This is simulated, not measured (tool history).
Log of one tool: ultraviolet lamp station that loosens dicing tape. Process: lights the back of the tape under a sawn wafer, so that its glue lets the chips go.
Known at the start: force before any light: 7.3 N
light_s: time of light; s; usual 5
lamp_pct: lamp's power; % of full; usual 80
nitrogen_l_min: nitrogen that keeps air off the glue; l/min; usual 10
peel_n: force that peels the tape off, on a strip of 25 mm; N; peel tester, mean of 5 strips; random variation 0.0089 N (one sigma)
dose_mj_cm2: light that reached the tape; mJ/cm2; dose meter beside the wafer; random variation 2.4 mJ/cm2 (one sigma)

run 1 hour=0.0 | light_s=5 lamp_pct=80 nitrogen_l_min=10 | peel_n=0.420 dose_mj_cm2=245
run 2 hour=9.9 | light_s=5 lamp_pct=80 nitrogen_l_min=10 | peel_n=0.444 dose_mj_cm2=242
run 3 hour=18.1 | light_s=5 lamp_pct=80 nitrogen_l_min=10 | peel_n=0.448 dose_mj_cm2=244
run 4 hour=26.4 | light_s=5 lamp_pct=80 nitrogen_l_min=10 | peel_n=0.426 dose_mj_cm2=240
run 5 hour=33.4 | light_s=5 lamp_pct=80 nitrogen_l_min=10 | peel_n=0.450 dose_mj_cm2=244
run 6 hour=44.0 | light_s=5 lamp_pct=80 nitrogen_l_min=10 | peel_n=0.447 dose_mj_cm2=240
run 7 hour=56.2 | light_s=5 lamp_pct=100 nitrogen_l_min=10 | peel_n=0.290 dose_mj_cm2=300
run 8 hour=71.3 | light_s=5 lamp_pct=100 nitrogen_l_min=10 | peel_n=0.276 dose_mj_cm2=302
run 9 hour=83.5 | light_s=5 lamp_pct=80 nitrogen_l_min=10 | peel_n=0.470 dose_mj_cm2=238
run 10 hour=96.2 | light_s=5 lamp_pct=90 nitrogen_l_min=10 | peel_n=0.352 dose_mj_cm2=266
run 11 hour=102.7 | light_s=5 lamp_pct=90 nitrogen_l_min=10 | peel_n=0.367 dose_mj_cm2=267
run 12 hour=111.9 | light_s=5 lamp_pct=86 nitrogen_l_min=10 | peel_n=0.400 dose_mj_cm2=254
run 13 hour=122.0 | light_s=2 lamp_pct=88 nitrogen_l_min=10 | peel_n=2.039 dose_mj_cm2=102

The same runs without the tool's hidden state, with the same run-to-run variation:
The hidden state here: lamp's light, % of a new lamp's; light that the window lets through, % of a clean one's; drift of the gauge itself on peel_n, %; drift of the gauge itself on dose_mj_cm2, %.
run=1 peel_n=0.353 dose_mj_cm2=263
run=2 peel_n=0.372 dose_mj_cm2=261
run=3 peel_n=0.373 dose_mj_cm2=264
run=4 peel_n=0.351 dose_mj_cm2=260
run=5 peel_n=0.370 dose_mj_cm2=265
run=6 peel_n=0.365 dose_mj_cm2=261
run=7 peel_n=0.237 dose_mj_cm2=329
run=8 peel_n=0.223 dose_mj_cm2=331
run=9 peel_n=0.371 dose_mj_cm2=263
run=10 peel_n=0.275 dose_mj_cm2=295
run=11 peel_n=0.288 dose_mj_cm2=297
run=12 peel_n=0.309 dose_mj_cm2=283
run=13 peel_n=1.764 dose_mj_cm2=114
